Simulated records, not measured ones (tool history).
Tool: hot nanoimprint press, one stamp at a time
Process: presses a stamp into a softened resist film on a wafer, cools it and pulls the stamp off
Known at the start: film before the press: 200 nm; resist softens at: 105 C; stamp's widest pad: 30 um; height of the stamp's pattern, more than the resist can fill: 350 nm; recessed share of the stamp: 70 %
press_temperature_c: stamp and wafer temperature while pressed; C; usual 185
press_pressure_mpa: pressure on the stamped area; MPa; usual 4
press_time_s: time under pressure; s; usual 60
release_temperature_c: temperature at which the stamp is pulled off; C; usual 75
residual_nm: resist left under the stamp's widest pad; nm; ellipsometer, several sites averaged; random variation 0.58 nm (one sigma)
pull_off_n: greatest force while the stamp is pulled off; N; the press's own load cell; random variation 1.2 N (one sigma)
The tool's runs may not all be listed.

run	hour	press_temperature_c	press_pressure_mpa	press_time_s	release_temperature_c	residual_nm	pull_off_n
1	0	185	4	60	75	72.4	101
2	20.2	185	4	60	75	72.3	100
3	44.8	185	4	60	75	72.6	101
4	64	185	4	60	75	72.4	100
5	87.6	185	4	60	75	72.6	101
6	114.1	185	4	60	75	72.7	98
7	130.3	185	4	60	75	71.5	100
8	148.1	185	4	31	75	90.9	100
9	158.5	185	4	60	71	71.7	109
10	177.1	185	4	60	71	72	107
11	206.4	185	4	60	75	71.9	98
12	221	185	4	76	75	66.4	99
13	240.4	185	4	60	67	71.7	116
14	259.5	185	4	60	64	72	122
15	284.1	185	4	60	64	73.1	122
16	297.7	185	4	60	64	72.4	124
17	309.5	175	4	60	79	111.1	93
18	321.9	194	6.35	53	67	39.2	114
19	334.5	193	6.35	53	67	41.4	118
20	351	185	3.68	85	75	66.8	99
21	368.8	184	3.68	85	75	70.5	100
22	392.2	184	3.68	85	75	68.5	100
23	416.3	184	3.13	85	75	75.3	103
24	439.1	195	4.07	99	72	38	103
25	463.8	196	4	96	81	36.5	90
26	484.6	196	4	96	81	36.6	89
27	496.1	196	4	96	81	37	90
28	516.8	185	4	50	76	77.5	98
29	532.4	181	3.62	104	69	74.4	112
30	562.8	173	5.17	57	65	110.5	116

Taken out of this log: 4 entries between the listed runs. Where each belongs, and how the hidden state differs across it:
Between runs 5 and 6: plate thermocouple calibrated (hour 112.6)
  true temperature over the reading, C: -0.07 -> 0; pressure that arrives at the usual setting, %: 99.82 -> 99.81
Between runs 10 and 11: stamp cleaned and given a new release coat (hour 185.1)
  true temperature over the reading, C: -0.01 -> -0.02; pressure that arrives at the usual setting, %: 99.79 -> 99.78; grip of the stamp's worn release coat, % over a new coat's: 0.5 -> 0.1
Between runs 20 and 21: stamp cleaned and given a new release coat (hour 367.5)
  grip of the stamp's worn release coat, % over a new coat's: 0.5 -> 0
Between runs 29 and 30: stamp cleaned and given a new release coat (hour 550.1)
  true temperature over the reading, C: -0.06 -> -0.07; pressure that arrives at the usual setting, %: 99.69 -> 99.68; grip of the stamp's worn release coat, % over a new coat's: 0.5 -> 0
